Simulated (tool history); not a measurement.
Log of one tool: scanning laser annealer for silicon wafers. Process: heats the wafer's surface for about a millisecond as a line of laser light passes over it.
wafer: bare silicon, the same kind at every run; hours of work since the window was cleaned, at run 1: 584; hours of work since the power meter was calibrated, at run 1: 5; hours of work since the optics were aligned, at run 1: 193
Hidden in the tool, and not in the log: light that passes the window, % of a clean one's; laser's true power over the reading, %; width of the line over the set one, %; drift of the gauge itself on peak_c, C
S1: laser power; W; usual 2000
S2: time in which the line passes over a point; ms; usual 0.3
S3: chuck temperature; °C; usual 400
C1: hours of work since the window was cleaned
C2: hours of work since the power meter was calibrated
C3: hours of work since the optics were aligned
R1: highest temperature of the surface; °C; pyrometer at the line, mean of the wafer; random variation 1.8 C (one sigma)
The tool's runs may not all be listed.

run   hour    S1     S2   S3   C1   C2   C3    R1
  1      0  2000    0.3  400  584    5  193  1212
  2    4.5  2000    0.3  400  587    8  196  1209
       7.1  -- window over the wafer cleaned
  3   14.9  2000    0.3  400    5   14  201  1207
  4     21  2000    0.3  400    9   18  205  1208
  5   27.1  2000   0.24  400   13   22  209  1112
      34.1  -- window over the wafer cleaned, once more
  6   34.6  2000    0.3  381    0   25  213  1223
  7   42.9  2000    0.3  381    6   31  218  1221
  8   51.5  2000    0.3  381   11   36  224  1219
  9   59.6  2000  0.239  400   17   42  229  1141
 10   66.1  2000    0.3  400   21   46  234  1239
 11   70.6  2000    0.3  365   24   49  236  1201
 12   77.5  2171    0.3  400   29   54  241  1304
 13   81.7  2171    0.3  400   31   56  244  1306
 14   90.9  2000  0.223  437   37   62  250  1151
 15   99.5  1883  0.306  437   43   68  256  1236
 16  108.4  1961    0.3  400   49   74  261  1220
 17    115  1961    0.3  400   53   78  266  1219
 18  119.8  2010    0.3  400   56   81  269  1239
 19  126.5  2048  0.248  363   61   86  273  1138
 20  133.6  2048  0.248  363   66   91  278  1135
 21  139.4  2048  0.248  363   69   94  282  1133
 22  147.4  1859  0.348  424   75  100  287  1269
 23  153.1  1859  0.348  424   78  103  291  1269

4 ways to go on from here, each from the tool as it stands after run 23. What would each give?
  A  159.5  1918  0.225  437  83  108  295   ?
  B  159.5  2000    0.3  415  83  108  295   ?
  C  159.5  1773  0.311  392  83  108  295   ?
  D  159.5  2000  0.232  400  83  108  295   ?

run    R1
  A  1126
  B  1250
  C  1156
  D  1127
Without the tool's hidden state the same runs would have given:
run    R1
  A  1130
  B  1254
  C  1160
  D  1130
